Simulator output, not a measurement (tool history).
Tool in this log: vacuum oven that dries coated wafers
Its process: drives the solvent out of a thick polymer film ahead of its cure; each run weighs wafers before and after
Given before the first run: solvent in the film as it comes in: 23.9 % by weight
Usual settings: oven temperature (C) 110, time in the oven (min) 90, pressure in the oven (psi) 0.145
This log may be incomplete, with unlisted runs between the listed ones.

run   hour  oven temperature (C)  time in the oven (min)  pressure in the oven (psi)  solvent left in the film (%)
  1    0.0                   110                      90                       0.145                          4.90
  2   21.9                   110                      90                       0.145                          4.98
  3   42.9                   110                      90                       0.145                          4.93
  4   57.1                   110                      90                       0.145                          5.12
  5   71.7                   110                      90                       0.145                          4.97
  6   92.9                   110                      90                       0.100                          4.89
  7  103.5                   110                      90                       0.100                          4.93
  8  126.6                   110                      80                       0.100                          5.71
  9  143.3                   110                      79                       0.145                          5.85
 10  156.8                   110                      79                       0.145                          6.03
 11  181.2                    96                      69                       0.096                         11.22
 12  198.0                   122                      90                       0.260                          2.12
 13  222.2                   122                      90                       0.260                          2.06
 14  240.0                   110                      90                       0.202                          5.23
 15  257.5                   121                      85                       0.139                          2.40
 16  275.1                   121                      85                       0.139                          2.33
 17  300.1                    97                     156                       0.174                          6.01
 18  314.2                   123                      93                       0.080                          1.56
 19  338.4                   123                      93                       0.080                          1.60
 20  349.2                   123                      93                       0.080                          1.54

Alternative continuations, all from the tool just after run 20; predict every row:
  A  360.1                   123                      65                       0.081                             ?
  B  360.1                   110                      79                       0.091                             ?
  C  360.1                   124                      93                       0.508                             ?
  D  360.1                   110                      45                       0.145                             ?
  E  360.1                   110                      90                       0.145                             ?

run  solvent left in the film (%)
  A                          3.22
  B                          5.75
  C                          2.02
  D                          9.65
  E                          5.18
With the hidden condition removed and each run's random variation left untouched, the same runs would have given:
run  solvent left in the film (%)
  A                          2.58
  B                          4.89
  C                          1.60
  D                          8.80
  E                          4.35

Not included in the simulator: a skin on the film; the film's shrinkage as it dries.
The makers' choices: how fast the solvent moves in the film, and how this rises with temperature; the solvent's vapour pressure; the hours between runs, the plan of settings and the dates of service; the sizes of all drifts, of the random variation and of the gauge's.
